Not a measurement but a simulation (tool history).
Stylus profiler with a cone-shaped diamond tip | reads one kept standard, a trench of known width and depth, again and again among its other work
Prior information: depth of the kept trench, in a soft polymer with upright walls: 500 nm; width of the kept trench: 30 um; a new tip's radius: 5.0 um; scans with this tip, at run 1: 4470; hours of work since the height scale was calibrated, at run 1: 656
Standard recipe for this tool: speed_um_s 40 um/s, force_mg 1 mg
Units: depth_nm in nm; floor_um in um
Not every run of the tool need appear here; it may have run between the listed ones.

run      day  speed_um_s  force_mg  scans with this tip  hours of work since the height scale was calibrated  depth_nm  floor_um
  1        0          40         1                 4470                                                  656    502.81     24.71
  2    2.158          11         1                 4621                                                  678    502.93     24.81
  3    5.446          11         1                 4851                                                  712    502.59     24.74
  4     7.15          11         1                 4970                                                  729    502.52     24.76
  5    9.188          40         1                 5113                                                  750    502.43     24.62
  6   11.067          30         1                 5245                                                  770    502.65     24.66
  7   14.021          40         1                 5451                                                  800    502.61     24.52
  8   16.846          40         1                 5649                                                  829    502.48     24.52
  9   19.979          40         1                 5869                                                  861    502.51     24.51
 10   22.958          40         1                 6077                                                  892     502.3     24.42
 11   25.775          40         1                 6274                                                  921    502.35     24.41
 12     27.3          11         1                 6382                                                  936    502.45     24.58
 13   29.729          11         1                 6551                                                  961    502.23     24.57
 14   32.579          11         1                 6751                                                  991     502.4     24.53
 15   34.617          11         1                 6894                                                 1012     502.3     24.51
 16   37.817          20         1                 7118                                                 1045    502.17     24.47
 17   40.488          20         1                 7305                                                 1072    501.98     24.44
 18   42.617          80         1                 7454                                                 1094    502.16     24.06
 19   45.167          40         1                 7632                                                 1120    501.94     24.28
 20   47.192          40         1                 7774                                                 1141    501.78     24.25
 21   49.183          40         1                 7914                                                 1161    501.72     24.24
 22   50.729          40         1                 8022                                                 1177    501.83     24.18
 23   54.083          53         1                 8257                                                 1212    501.64     24.11
 24   55.508          53      0.36                 8357                                                 1226    499.93     23.89
 25   58.846          53      0.36                 8590                                                 1261    499.73     23.84
 26   60.242          17      0.81                 8688                                                 1275    501.05      24.3
 27   63.412          17      0.81                 8910                                                 1308    501.19     24.18
 28   66.771          24      2.76                 9145                                                 1342    505.72      24.2
 29   69.596          40      1.83                 9343                                                 1371    503.56     24.09
 30   72.158          40      1.83                 9523                                                 1397    503.55     24.04
 31   74.617          40      1.83                 9695                                                 1423    503.07     24.08
      74.946  -- height scale calibrated on a step standard
 32   77.075          41      2.63                 9865                                                   22    504.05     24.12
 33    78.95          41      2.63                 9997                                                   41    504.18     24.04
 34   81.196          41      2.63                10154                                                   64    503.91     24.05
 35   84.296          41      2.63                10371                                                   96    503.96     23.99
       85.85  -- height scale calibrated on a step standard, once more
 36   86.938          46      1.14                10555                                                   11     504.3     23.87
 37    90.15          74      1.14                10780                                                   44    503.94     23.71
 38   92.208          74      1.14                10924                                                   65    504.18     23.67
 39   95.192          74      1.14                11133                                                   96    503.81     23.63
 40    97.75          74      1.14                11312                                                  122    504.03     23.68
 41  100.883          96      1.81                11531                                                  154    505.43     23.61
 42  103.025          81      0.77                11681                                                  177    503.21     23.41
 43  104.829          21      2.29                11808                                                  195    506.67     23.87
 44  107.458          60      1.25                11992                                                  222    504.04      23.6
 45  110.312          60      1.25                12192                                                  251    504.16      23.6

Branching from run 45: 3 alternative next runs. What would each branch give?
  A  113.633          45      2.81                12424                                                  286         ?         ?
  B  113.633          60       1.7                12424                                                  286         ?         ?
  C  113.633          15      1.69                12424                                                  286         ?         ?

run  depth_nm  floor_um
  A    507.18     23.74
  B    504.98     23.64
  C       505     23.83
With the hidden condition removed and each run's random variation left untouched, the same runs would have given:
run  depth_nm  floor_um
  A    507.79     25.49
  B    505.58     25.39
  C    505.61     25.58
